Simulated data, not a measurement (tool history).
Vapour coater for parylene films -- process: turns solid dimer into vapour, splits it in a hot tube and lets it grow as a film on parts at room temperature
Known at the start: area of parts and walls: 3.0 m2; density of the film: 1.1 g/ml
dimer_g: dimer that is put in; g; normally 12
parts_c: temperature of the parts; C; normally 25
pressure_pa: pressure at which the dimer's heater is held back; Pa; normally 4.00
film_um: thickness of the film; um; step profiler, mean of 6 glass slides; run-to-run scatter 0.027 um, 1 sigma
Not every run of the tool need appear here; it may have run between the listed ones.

| run | hour | dimer_g | parts_c | pressure_pa | film_um |
|---|---|---|---|---|---|
| 1 | 0.0 | 12 | 25 | 4.00 | 2.37 |
| 2 | 20.9 | 12 | 25 | 4.00 | 2.34 |
| 3 | 43.3 | 12 | 25 | 4.00 | 2.33 |
| 4 | 87.4 | 12 | 25 | 4.00 | 2.30 |
| 5 | 133.2 | 12 | 25 | 4.00 | 2.34 |
| 6 | 166.1 | 12 | 17 | 4.00 | 3.36 |
| 7 | 185.3 | 12 | 25 | 4.00 | 2.27 |
| 8 | 209.9 | 12 | 25 | 4.00 | 2.31 |
| 9 | 234.2 | 12 | 21 | 4.00 | 2.75 |
| 10 | 257.0 | 12 | 21 | 4.00 | 2.75 |
| 11 | 287.9 | 12 | 25 | 4.00 | 2.25 |
| 12 | 327.7 | 12 | 25 | 2.98 | 2.39 |
| 13 | 373.7 | 12 | 25 | 2.98 | 2.36 |
| 14 | 409.5 | 12 | 23 | 4.00 | 2.48 |
| 15 | 446.8 | 12 | 23 | 4.00 | 2.40 |
| 16 | 474.9 | 12 | 23 | 4.00 | 2.52 |
| 17 | 518.4 | 12 | 25 | 4.00 | 2.20 |
| 18 | 543.1 | 12 | 25 | 4.00 | 2.22 |
| 19 | 583.1 | 12 | 25 | 4.00 | 2.20 |
| 20 | 606.0 | 12 | 25 | 4.00 | 2.21 |
| 21 | 652.5 | 12 | 19 | 4.00 | 2.84 |
| 22 | 677.1 | 12 | 19 | 4.00 | 2.78 |
| 23 | 705.3 | 12 | 19 | 4.00 | 3.04 |
| 24 | 742.7 | 12 | 19 | 4.00 | 3.05 |
| 25 | 764.2 | 6 | 25 | 4.82 | 1.13 |
| 26 | 792.0 | 9 | 25 | 4.82 | 1.71 |
| 27 | 817.2 | 12 | 19 | 4.00 | 3.04 |
| 28 | 862.6 | 12 | 19 | 4.00 | 3.00 |
| 29 | 908.2 | 12 | 19 | 4.00 | 2.99 |
| 30 | 948.6 | 12 | 25 | 4.00 | 2.26 |
| 31 | 978.2 | 5 | 20 | 4.00 | 1.17 |
| 32 | 1024.8 | 9 | 28 | 3.14 | 1.49 |
| 33 | 1047.1 | 13 | 18 | 8.57 | 3.00 |
| 34 | 1079.7 | 5 | 34 | 3.50 | 0.59 |
| 35 | 1113.4 | 9 | 25 | 5.49 | 1.57 |
| 36 | 1145.5 | 21 | 25 | 4.00 | 3.83 |
| 37 | 1182.6 | 21 | 25 | 4.00 | 3.80 |
| 38 | 1205.7 | 15 | 22 | 4.00 | 3.19 |
| 39 | 1237.7 | 15 | 22 | 4.00 | 3.20 |
| 40 | 1278.0 | 9 | 23 | 5.21 | 1.71 |
| 41 | 1301.5 | 5 | 31 | 2.95 | 0.71 |

Between the runs listed above, the log contained 2 entries, not reproduced here. Where in the sequence does each belong, and how does what the log doesn't record of the tool's condition differ from the listed run before to the listed run after?
Between runs 21 and 22: table's thermometer calibrated (hour 666.5)
  vapour lost through the trap's worn valve, %: 11.3 -> 11.7; true temperature of the parts over the reading, C: -1.07 -> 0.19
  difference, measured minus the result without the unlogged condition, film_um: -0.21 -> -0.39 um
Between runs 22 and 23: trap's valve overhauled (hour 698.4)
  vapour lost through the trap's worn valve, %: 11.7 -> 0.2; true temperature of the parts over the reading, C: 0.19 -> 0.18
  difference, measured minus the result without the unlogged condition, film_um: -0.39 -> -0.03 um
